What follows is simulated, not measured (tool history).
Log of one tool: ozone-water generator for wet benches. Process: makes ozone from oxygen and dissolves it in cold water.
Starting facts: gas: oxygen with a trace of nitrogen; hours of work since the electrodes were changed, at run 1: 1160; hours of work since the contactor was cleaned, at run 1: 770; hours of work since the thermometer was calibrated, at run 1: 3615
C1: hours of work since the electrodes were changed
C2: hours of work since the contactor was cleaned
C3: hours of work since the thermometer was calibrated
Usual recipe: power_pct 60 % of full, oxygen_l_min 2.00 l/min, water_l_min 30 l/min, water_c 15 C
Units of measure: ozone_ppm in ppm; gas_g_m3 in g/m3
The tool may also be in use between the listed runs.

run 1 hour=0.0 | power_pct=60 oxygen_l_min=2.00 water_l_min=30 water_c=15 | C1=1160 C2=770 C3=3615 | ozone_ppm=7.80 gas_g_m3=164.5
run 2 hour=54.9 | power_pct=60 oxygen_l_min=2.00 water_l_min=30 water_c=15 | C1=1204 C2=814 C3=3659 | ozone_ppm=7.74 gas_g_m3=166.7
run 3 hour=104.6 | power_pct=60 oxygen_l_min=2.16 water_l_min=30 water_c=15 | C1=1244 C2=854 C3=3699 | ozone_ppm=7.97 gas_g_m3=159.1
run 4 hour=152.2 | power_pct=60 oxygen_l_min=2.00 water_l_min=30 water_c=15 | C1=1283 C2=893 C3=3737 | ozone_ppm=7.78 gas_g_m3=165.3
run 5 hour=189.7 | power_pct=60 oxygen_l_min=2.00 water_l_min=30 water_c=15 | C1=1313 C2=923 C3=3768 | ozone_ppm=7.77 gas_g_m3=164.4
run 6 hour=223.9 | power_pct=60 oxygen_l_min=2.00 water_l_min=30 water_c=15 | C1=1340 C2=951 C3=3795 | ozone_ppm=7.84 gas_g_m3=164.8
run 7 hour=261.9 | power_pct=60 oxygen_l_min=2.00 water_l_min=30 water_c=15 | C1=1371 C2=981 C3=3826 | ozone_ppm=7.72 gas_g_m3=165.3
run 8 hour=327.6 | power_pct=60 oxygen_l_min=2.00 water_l_min=30 water_c=11 | C1=1424 C2=1034 C3=3879 | ozone_ppm=7.88 gas_g_m3=164.7
run 9 hour=382.0 | power_pct=60 oxygen_l_min=2.00 water_l_min=30 water_c=11 | C1=1468 C2=1078 C3=3923 | ozone_ppm=7.98 gas_g_m3=164.1
run 10 hour=438.2 | power_pct=60 oxygen_l_min=2.00 water_l_min=30 water_c=11 | C1=1513 C2=1123 C3=3968 | ozone_ppm=7.97 gas_g_m3=164.5
run 11 hour=482.0 | power_pct=60 oxygen_l_min=2.00 water_l_min=30 water_c=11 | C1=1548 C2=1158 C3=4003 | ozone_ppm=7.92 gas_g_m3=164.9
run 12 hour=533.9 | power_pct=69 oxygen_l_min=2.00 water_l_min=30 water_c=22 | C1=1590 C2=1200 C3=4045 | ozone_ppm=8.20 gas_g_m3=179.3
run 13 hour=579.0 | power_pct=69 oxygen_l_min=2.00 water_l_min=30 water_c=22 | C1=1627 C2=1237 C3=4081 | ozone_ppm=8.02 gas_g_m3=178.0
run 14 hour=627.1 | power_pct=97 oxygen_l_min=2.00 water_l_min=46 water_c=22 | C1=1665 C2=1275 C3=4120 | ozone_ppm=6.52 gas_g_m3=222.3
run 15 hour=660.7 | power_pct=44 oxygen_l_min=2.47 water_l_min=40 water_c=8 | C1=1692 C2=1302 C3=4147 | ozone_ppm=5.18 gas_g_m3=120.6
run 16 hour=723.0 | power_pct=86 oxygen_l_min=1.35 water_l_min=40 water_c=8 | C1=1743 C2=1353 C3=4197 | ozone_ppm=6.36 gas_g_m3=250.5
run 17 hour=757.9 | power_pct=51 oxygen_l_min=2.28 water_l_min=23 water_c=10 | C1=1771 C2=1381 C3=4225 | ozone_ppm=9.58 gas_g_m3=139.3
run 18 hour=813.7 | power_pct=51 oxygen_l_min=1.30 water_l_min=23 water_c=10 | C1=1816 C2=1426 C3=4270 | ozone_ppm=7.98 gas_g_m3=185.7
run 19 hour=848.6 | power_pct=51 oxygen_l_min=1.30 water_l_min=23 water_c=10 | C1=1844 C2=1454 C3=4298 | ozone_ppm=7.99 gas_g_m3=184.6
run 20 hour=891.0 | power_pct=51 oxygen_l_min=1.30 water_l_min=23 water_c=10 | C1=1878 C2=1488 C3=4333 | ozone_ppm=7.87 gas_g_m3=185.4
run 21 hour=955.5 | power_pct=95 oxygen_l_min=1.18 water_l_min=33 water_c=14 | C1=1930 C2=1540 C3=4385 | ozone_ppm=7.59 gas_g_m3=285.6
run 22 hour=1009.4 | power_pct=60 oxygen_l_min=2.23 water_l_min=30 water_c=10 | C1=1973 C2=1583 C3=4428 | ozone_ppm=8.07 gas_g_m3=154.3

Each row is a separate what-if for the run after 22, all from the same tool condition, not one after another. Results?
run A hour=1066.7 | power_pct=60 oxygen_l_min=2.23 water_l_min=30 water_c=7 | C1=2019 C2=1630 C3=4474 | ozone_ppm=? gas_g_m3=?
run B hour=1066.7 | power_pct=45 oxygen_l_min=2.23 water_l_min=37 water_c=10 | C1=2019 C2=1630 C3=4474 | ozone_ppm=? gas_g_m3=?
run C hour=1066.7 | power_pct=89 oxygen_l_min=2.00 water_l_min=30 water_c=15 | C1=2019 C2=1630 C3=4474 | ozone_ppm=? gas_g_m3=?
run D hour=1066.7 | power_pct=88 oxygen_l_min=1.47 water_l_min=30 water_c=10 | C1=2019 C2=1630 C3=4474 | ozone_ppm=? gas_g_m3=?
run E hour=1066.7 | power_pct=60 oxygen_l_min=2.00 water_l_min=28 water_c=17 | C1=2019 C2=1630 C3=4474 | ozone_ppm=? gas_g_m3=?

run=A ozone_ppm=8.15 gas_g_m3=152.8
run=B ozone_ppm=5.46 gas_g_m3=128.8
run=C ozone_ppm=9.78 gas_g_m3=205.0
run=D ozone_ppm=9.07 gas_g_m3=243.3
run=E ozone_ppm=8.04 gas_g_m3=159.7
Take away the tool's hidden state, keep each run's random variation, and the runs would have read:
run=A ozone_ppm=8.70 gas_g_m3=159.9
run=B ozone_ppm=5.79 gas_g_m3=133.5
run=C ozone_ppm=10.57 gas_g_m3=217.2
run=D ozone_ppm=9.78 gas_g_m3=257.7
run=E ozone_ppm=8.58 gas_g_m3=167.1
